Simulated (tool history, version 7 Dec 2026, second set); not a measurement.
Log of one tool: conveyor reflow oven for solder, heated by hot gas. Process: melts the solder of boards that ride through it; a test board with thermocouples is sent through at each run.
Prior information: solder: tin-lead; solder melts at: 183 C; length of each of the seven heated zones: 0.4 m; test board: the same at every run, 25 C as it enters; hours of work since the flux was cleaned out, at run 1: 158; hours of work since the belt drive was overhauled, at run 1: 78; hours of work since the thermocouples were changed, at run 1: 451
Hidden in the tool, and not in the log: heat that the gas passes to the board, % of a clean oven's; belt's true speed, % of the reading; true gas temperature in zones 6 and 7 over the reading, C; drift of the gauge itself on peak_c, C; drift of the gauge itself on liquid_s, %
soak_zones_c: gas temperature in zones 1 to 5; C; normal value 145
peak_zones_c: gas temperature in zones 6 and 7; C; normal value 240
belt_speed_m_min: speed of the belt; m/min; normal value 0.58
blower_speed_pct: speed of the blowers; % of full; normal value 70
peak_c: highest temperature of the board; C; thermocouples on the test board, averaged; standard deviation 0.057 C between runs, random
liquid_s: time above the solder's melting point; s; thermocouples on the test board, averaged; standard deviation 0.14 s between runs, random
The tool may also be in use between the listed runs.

run,hour,soak_zones_c,peak_zones_c,belt_speed_m_min,blower_speed_pct,hours of work since the flux was cleaned out,hours of work since the belt drive was overhauled,hours of work since the thermocouples were changed,peak_c,liquid_s
1,0,145,240,0.58,70,158,78,451,225.08,70.4
2,6.6,145,240,0.58,70,163,83,456,225,70.5
3,13.2,145,240,0.502,70,168,88,461,228.96,84.8
4,21.9,145,240,0.502,70,174,95,467,229.07,84.6
5,29.7,145,240,0.502,70,180,101,473,228.87,84.9
6,37.9,152,246,0.633,61,186,107,480,226.35,67.6
7,43.6,152,239,0.58,81,191,111,484,227.03,74.9
8,48,152,239,0.541,81,194,115,487,228.68,81.5
9,54.7,156,240,0.58,78,199,120,492,228.04,77.1

Run 10 is up next; what results do you expect?
10,63.8,145,234,0.58,60,206,127,499,?,?

{"run 10": {"peak_c": 217.63, "liquid_s": 64.6}}
Take away the tool's hidden state, keep the run-to-run variation as it was, and the same run would have given peak_c 218.22 C, liquid_s 65.2 s.
